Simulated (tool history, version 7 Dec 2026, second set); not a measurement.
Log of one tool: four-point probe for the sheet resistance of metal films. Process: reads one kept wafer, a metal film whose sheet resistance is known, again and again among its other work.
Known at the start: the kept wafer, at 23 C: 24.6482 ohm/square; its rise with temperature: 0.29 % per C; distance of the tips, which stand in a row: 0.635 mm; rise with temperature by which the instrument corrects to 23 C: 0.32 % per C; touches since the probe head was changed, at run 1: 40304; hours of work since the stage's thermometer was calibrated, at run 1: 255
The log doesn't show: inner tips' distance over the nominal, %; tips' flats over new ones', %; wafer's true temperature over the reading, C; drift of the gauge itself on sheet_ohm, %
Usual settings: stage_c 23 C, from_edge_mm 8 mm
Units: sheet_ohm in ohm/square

run	hour	stage_c	from_edge_mm	touches since the probe head was changed	hours of work since the stage's thermometer was calibrated	sheet_ohm
1	0.0	23	8	40304	255	24.685267
2	32.4	23	8	41336	279	24.682028
3	49.3	23	8	41878	291	24.681097
4	68.7	26	8	42494	306	24.659104
5	92.6	26	8	43259	323	24.648136
6	114.1	23	11	43943	339	24.624842
7	128.7	19	18	44411	350	24.624766
8	160.1	31	8	45413	373	24.614784

Run 9 comes next. What will it give?
9	192.3	31	8	46439	397	?

Run 9 gave sheet_ohm 24.614067 ohm/square.
Without the tool's hidden state the same run would have given sheet_ohm 24.684067 ohm/square.
